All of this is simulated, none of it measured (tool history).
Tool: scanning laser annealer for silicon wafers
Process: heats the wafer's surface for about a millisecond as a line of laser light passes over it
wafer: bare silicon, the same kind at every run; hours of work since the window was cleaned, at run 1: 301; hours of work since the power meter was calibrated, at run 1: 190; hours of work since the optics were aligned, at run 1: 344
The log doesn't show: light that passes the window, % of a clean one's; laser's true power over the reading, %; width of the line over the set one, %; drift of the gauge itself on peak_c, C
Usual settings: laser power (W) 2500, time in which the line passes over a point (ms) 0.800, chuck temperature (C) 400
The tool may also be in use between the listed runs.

run	hour	laser power (W)	time in which the line passes over a point (ms)	chuck temperature (C)	hours of work since the window was cleaned	hours of work since the power meter was calibrated	hours of work since the optics were aligned	highest temperature of the surface (C)
1	0.0	2500	0.800	400	301	190	344	1152
2	17.0	2500	0.800	400	311	200	354	1150
3	32.9	2500	0.800	400	320	210	363	1152
4	41.6	2404	0.800	400	326	215	369	1122
5	60.4	2404	0.800	400	337	226	380	1121
6	74.7	2404	0.800	400	345	235	389	1124
7	85.5	2404	0.800	400	352	242	395	1123
8	103.9	2404	0.800	400	363	253	406	1124
9	119.9	2404	0.800	400	373	262	416	1121
10	133.9	2289	0.800	402	381	271	424	1089
11	142.4	2412	0.899	387	386	276	429	1155
12	151.9	2412	0.899	387	392	281	435	1152
13	165.2	2500	0.800	394	400	289	443	1141

The next listed run, before its measurement:
14	173.5	2401	0.727	361	405	294	448	?

Run 14 gave highest temperature of the surface (C) 1046.
Without the tool's hidden state the same run would have given highest temperature of the surface (C) 1075.
